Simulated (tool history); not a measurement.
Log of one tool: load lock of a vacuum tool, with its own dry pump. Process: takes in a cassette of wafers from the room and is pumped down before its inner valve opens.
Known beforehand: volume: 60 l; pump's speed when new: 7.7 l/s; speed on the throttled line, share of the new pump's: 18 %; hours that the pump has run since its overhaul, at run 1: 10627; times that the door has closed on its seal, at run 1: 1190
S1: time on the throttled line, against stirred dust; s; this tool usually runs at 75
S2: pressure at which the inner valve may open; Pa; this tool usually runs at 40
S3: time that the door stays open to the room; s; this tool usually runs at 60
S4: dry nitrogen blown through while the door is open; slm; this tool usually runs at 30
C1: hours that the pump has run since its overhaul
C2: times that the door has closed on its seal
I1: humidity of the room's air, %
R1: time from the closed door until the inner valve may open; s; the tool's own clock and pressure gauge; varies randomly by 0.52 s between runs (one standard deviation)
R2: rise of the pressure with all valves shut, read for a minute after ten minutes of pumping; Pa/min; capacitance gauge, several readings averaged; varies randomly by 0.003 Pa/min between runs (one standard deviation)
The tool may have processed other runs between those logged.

run     hour   S1  S2   S3  S4     C1     C2    I1     R1     R2
  1        0   75  40   60  30  10627   1190  45.4  122.7  0.022
  2    316.9   75  40   30  30  10944   1661  45.3  121.9  0.016
  3    684.7   75  40   60  30  11312   2207  46.4  123.3  0.027
  4    952.5   75  40   61  30  11580   2605  49.4  122.1  0.022
  5   1195.5   75  40   61  30  11823   2966    44  122.9  0.028
  6   1565.9   75  40   60  30  12193   3517  44.9  123.1   0.03
  7   1910.9   75  41   60  30  12538   4029  42.4  121.9  0.021
  8   2376.2   75  41   60  30  13004   4721  41.6  121.9  0.019
  9   2693.1   75  40   60  30  13321   5192    42  121.1  0.023
      2805.4  -- dry pump taken out, an overhauled one fitted
 10   2942.5   75  40   61  30    137   5554  43.6  122.6  0.025
 11     3269   75  40  144  30    464   6039  45.9  121.6  0.038
 12   3597.9  114  40   60  30    793   6528    47  154.8  0.021
 13   3903.2   75  40   60   4   1098   6981  46.6  121.7  0.039
 14   4270.6   75  40   60  15   1465   7527  49.7  122.6  0.032
 15   4587.2   75  40   60   5   1782   7998    47  122.1  0.039
 16   4970.7   75  40   60   5   2165   8568  46.4  123.1  0.032
 17   5330.2   75  40   60  30   2525   9102    44  121.6  0.021
 18   5563.6   75  40   60  30   2758   9449  42.9  122.5  0.021
 19   5983.3   75  40   60  30   3178  10072  43.3  121.8  0.026
 20   6225.9   75  41   60  30   3421  10433    45  123.1  0.026
 21   6588.6   75  41   60  30   3783  10972  46.2  121.7  0.025
 22   6988.8   75  41   60  30   4183  11567  46.5  121.9  0.028
 23   7287.2   75  32   32  30   4482  12010  44.9  124.3  0.017
 24   7750.9   85  36   53  21   4946  12699  41.3  131.4   0.02
 25   8114.9   75  40  186  30   5310  13240  43.3  122.3  0.038
 26   8342.8  143  40   60  30   5537  13579  44.5  177.8  0.021
 27   8726.4  143  40   60  30   5921  14149  45.6  177.3  0.023
 28   8950.9  143  40   60  30   6146  14482    46  178.6  0.025
 29     9192   95  36   57   7   6387  14841  46.7  139.8  0.036
 30   9529.1   68  28   60  30   6724  15342  46.7  118.2  0.026
 31   9871.1   68  28   60  30   7066  15850  49.4  119.1  0.027
 32  10179.8   68  28   35  34   7374  16309  47.2  119.2  0.019
 33  10481.7   68  28   35  34   7676  16757  46.1  119.5  0.008
 34  10900.9  118  37   56  19   8096  17380  48.9  157.7  0.035
 35  11248.8   79  40  130  30   8443  17897  45.7  126.1  0.037
 36  11526.5   79  29  130  30   8721  18310  43.7    128  0.031
 37  11924.9   79  29  130  30   9119  18902  45.7  127.6  0.037

Alternative continuations, all from the tool just after run 37; predict every row:
  A  12362.5   79  29  125  30  9557  19552  48.6   ?   ?
  B  12362.5   90  29   30  30  9557  19552  46.1   ?   ?
  C  12362.5  133  36  130  30  9557  19552  41.4   ?   ?
  D  12362.5   79  79   30  44  9557  19552  42.5   ?   ?

run     R1     R2
  A  127.6   0.04
  B  137.2  0.018
  C  171.1  0.033
  D  120.8  0.018
Without the tool's unlogged condition, the same runs would have read:
run     R1     R2
  A  127.6  0.039
  B  137.2  0.017
  C  171.1  0.032
  D  120.8  0.017
